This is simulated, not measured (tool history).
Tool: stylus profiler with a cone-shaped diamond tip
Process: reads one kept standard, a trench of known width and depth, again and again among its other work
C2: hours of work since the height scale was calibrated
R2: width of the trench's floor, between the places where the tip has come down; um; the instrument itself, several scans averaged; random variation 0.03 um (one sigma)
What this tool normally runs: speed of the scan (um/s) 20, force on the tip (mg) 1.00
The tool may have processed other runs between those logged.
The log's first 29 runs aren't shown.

At hour 1819.3: height scale calibrated on a step standard.
Run 30, hour 1827.5: usual settings but speed of the scan (um/s) 17, force on the tip (mg) 0.69; scans with this tip 18959; C2 6. Result: depth of the trench (Å) 2011.8, R2 16.38 um.
Run 31, hour 1872.0: usual settings but force on the tip (mg) 1.01; scans with this tip 19157; C2 41. Result: depth of the trench (Å) 2014.7, R2 16.43 um.
Run 32, hour 1918.0: usual settings but force on the tip (mg) 1.01; scans with this tip 19361; C2 77. Result: depth of the trench (Å) 2014.2, R2 16.39 um.
Run 33, hour 1955.6: usual settings but force on the tip (mg) 1.01; scans with this tip 19529; C2 107. Result: depth of the trench (Å) 2013.5, R2 16.38 um.
Run 34, hour 2021.8: usual settings but speed of the scan (um/s) 14, force on the tip (mg) 0.39; scans with this tip 19823; C2 158. Result: depth of the trench (Å) 2006.0, R2 16.32 um.
Run 35, hour 2074.3: usual settings but speed of the scan (um/s) 17, force on the tip (mg) 0.39; scans with this tip 20057; C2 199. Result: depth of the trench (Å) 2007.0, R2 16.29 um.
Run 36, hour 2126.9: usual settings but speed of the scan (um/s) 63, force on the tip (mg) 0.60; scans with this tip 20290; C2 240. Result: depth of the trench (Å) 2008.9, R2 16.07 um.
Run 37, hour 2180.3: usual settings but speed of the scan (um/s) 63, force on the tip (mg) 0.60; scans with this tip 20528; C2 282. Result: depth of the trench (Å) 2008.2, R2 16.06 um.
Run 38, hour 2238.3: usual settings but speed of the scan (um/s) 28, force on the tip (mg) 2.05; scans with this tip 20787; C2 327. Result: depth of the trench (Å) 2020.2, R2 16.31 um.
Run 39, hour 2281.6: usual settings but speed of the scan (um/s) 9, force on the tip (mg) 1.64; scans with this tip 20979; C2 361. Result: depth of the trench (Å) 2017.1, R2 16.36 um.
Run 40, hour 2369.1: usual settings but speed of the scan (um/s) 9, force on the tip (mg) 1.64; scans with this tip 21368; C2 430. Result: depth of the trench (Å) 2015.5, R2 16.40 um.

Alternative continuations, all from the tool just after run 40; predict every row:
Run A, hour 2449.1: usual settings but speed of the scan (um/s) 18, force on the tip (mg) 0.96; scans with this tip 21724; C2 492. Result: depth of the trench (Å) ?, R2 ?.
Run B, hour 2449.1: usual settings but speed of the scan (um/s) 62, force on the tip (mg) 1.81; scans with this tip 21724; C2 492. Result: depth of the trench (Å) ?, R2 ?.
Run C, hour 2449.1: usual settings but speed of the scan (um/s) 7, force on the tip (mg) 0.51; scans with this tip 21724; C2 492. Result: depth of the trench (Å) ?, R2 ?.

run  depth of the trench (Å)     R2
  A                   2009.7  16.30
  B                   2017.3  16.21
  C                   2004.6  16.35
Without the tool's hidden state the same runs would have given:
run  depth of the trench (Å)     R2
  A                   2014.0  17.11
  B                   2021.6  17.02
  C                   2009.0  17.16
